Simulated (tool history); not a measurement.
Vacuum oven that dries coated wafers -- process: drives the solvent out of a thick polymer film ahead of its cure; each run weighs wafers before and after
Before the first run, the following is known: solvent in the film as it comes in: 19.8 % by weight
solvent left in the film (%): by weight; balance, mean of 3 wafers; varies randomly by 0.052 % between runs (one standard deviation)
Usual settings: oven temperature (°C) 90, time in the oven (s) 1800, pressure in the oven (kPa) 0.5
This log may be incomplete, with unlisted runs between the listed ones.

Run 1, hour 0: usual settings. Result: solvent left in the film (%) 1.29.
Run 2, hour 26.7: usual settings. Result: solvent left in the film (%) 1.28.
Run 3, hour 44.9: usual settings. Result: solvent left in the film (%) 1.23.
Run 4, hour 68.4: usual settings. Result: solvent left in the film (%) 1.26.
Run 5, hour 85.9: usual settings. Result: solvent left in the film (%) 1.24.
Run 6, hour 115: usual settings. Result: solvent left in the film (%) 1.2.
Run 7, hour 139.6: usual settings. Result: solvent left in the film (%) 1.26.
Run 8, hour 154.5: usual settings but time in the oven (s) 1260. Result: solvent left in the film (%) 2.6.
Run 9, hour 178.2: usual settings but time in the oven (s) 1260. Result: solvent left in the film (%) 2.58.
Run 10, hour 199.3: usual settings but time in the oven (s) 1260. Result: solvent left in the film (%) 2.56.
Run 11, hour 227.6: usual settings but oven temperature (°C) 92, time in the oven (s) 1260, pressure in the oven (kPa) 0.65. Result: solvent left in the film (%) 2.24.
Run 12, hour 242.1: usual settings but time in the oven (s) 1440. Result: solvent left in the film (%) 2.09.
Run 13, hour 270: usual settings but oven temperature (°C) 93, time in the oven (s) 1560, pressure in the oven (kPa) 0.332. Result: solvent left in the film (%) 1.16.
Run 14, hour 290.9: usual settings but oven temperature (°C) 93, time in the oven (s) 1560, pressure in the oven (kPa) 0.332. Result: solvent left in the film (%) 1.14.
Run 15, hour 315.7: usual settings but oven temperature (°C) 87, time in the oven (s) 1560, pressure in the oven (kPa) 0.281. Result: solvent left in the film (%) 2.25.
Run 16, hour 337.9: usual settings but oven temperature (°C) 104, time in the oven (s) 1380, pressure in the oven (kPa) 1.564. Result: solvent left in the film (%) 0.82.

Alternative continuations, all from the tool just after run 16; predict every row:
Run A, hour 356.3: usual settings but oven temperature (°C) 87, time in the oven (s) 1380, pressure in the oven (kPa) 1.564. Result: solvent left in the film (%) ?.
Run B, hour 356.3: usual settings but oven temperature (°C) 83, time in the oven (s) 1260, pressure in the oven (kPa) 0.259. Result: solvent left in the film (%) ?.
Run C, hour 356.3: usual settings but pressure in the oven (kPa) 0.324. Result: solvent left in the film (%) ?.
Run D, hour 356.3: usual settings but oven temperature (°C) 83, time in the oven (s) 1380, pressure in the oven (kPa) 0.352. Result: solvent left in the film (%) ?.

run  solvent left in the film (%)
  A                          3.42
  B                          4.35
  C                          1.27
  D                          3.78
With the hidden condition removed and each run's random variation left untouched, the same runs would have given:
run  solvent left in the film (%)
  A                          3.39
  B                          4.31
  C                          1.23
  D                          3.74
